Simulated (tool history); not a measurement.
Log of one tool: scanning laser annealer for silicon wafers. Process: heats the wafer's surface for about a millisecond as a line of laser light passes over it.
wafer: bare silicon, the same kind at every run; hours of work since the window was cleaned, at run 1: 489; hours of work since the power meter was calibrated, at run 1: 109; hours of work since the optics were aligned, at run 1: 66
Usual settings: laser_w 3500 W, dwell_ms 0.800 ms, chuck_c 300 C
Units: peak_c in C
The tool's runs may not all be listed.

run   hour  laser_w  dwell_ms  chuck_c  hours of work since the window was cleaned  hours of work since the power meter was calibrated  hours of work since the optics were aligned  peak_c
  1    0.0     3500     0.800      300                                         489                                                 109                                           66    1013
  2    7.6     3500     0.800      300                                         494                                                 113                                           70    1009
  3   14.4     3500     0.800      300                                         497                                                 117                                           74    1016
  4   22.1     3500     0.800      300                                         502                                                 121                                           79    1008
  5   27.8     3269     0.800      300                                         505                                                 125                                           82     951
  6   32.9     3628     0.800      300                                         508                                                 127                                           85    1044
  7   41.3     3628     0.800      300                                         512                                                 132                                           89    1043
  8   49.6     3628     0.800      300                                         517                                                 137                                           94    1045
  9   59.4     3500     0.864      300                                         522                                                 142                                           99    1044
 10   67.6     3500     0.864      300                                         527                                                 147                                          104    1040
 11   74.8     3500     0.800      284                                         531                                                 151                                          108     989
 12   79.8     3500     0.800      284                                         534                                                 154                                          111     992
 13   86.2     3742     0.800      264                                         537                                                 157                                          114    1038
 14   93.2     3102     0.946      313                                         541                                                 161                                          118     979
 15   97.6     3795     0.800      278                                         544                                                 164                                          121    1064
 16  105.9     3795     0.800      278                                         548                                                 168                                          125    1062
 17  113.2     3500     0.613      328                                         553                                                 172                                          129     932
 18  118.2     3500     0.613      328                                         555                                                 175                                          132     931
 19  123.9     3158     0.585      319                                         558                                                 178                                          135     831
 20  129.1     3158     0.585      319                                         561                                                 181                                          138     832
 21  135.5     3538     0.652      283                                         565                                                 185                                          142     916

The same runs without the tool's hidden state, with the same run-to-run variation:
The hidden state here: light that passes the window, % of a clean one's; laser's true power over the reading, %; width of the line over the set one, %; drift of the gauge itself on peak_c, C.
run  peak_c
  1    1057
  2    1054
  3    1061
  4    1054
  5     994
  6    1093
  7    1093
  8    1094
  9    1094
 10    1090
 11    1038
 12    1041
 13    1092
 14    1026
 15    1120
 16    1118
 17     976
 18     975
 19     868
 20     870
 21     963
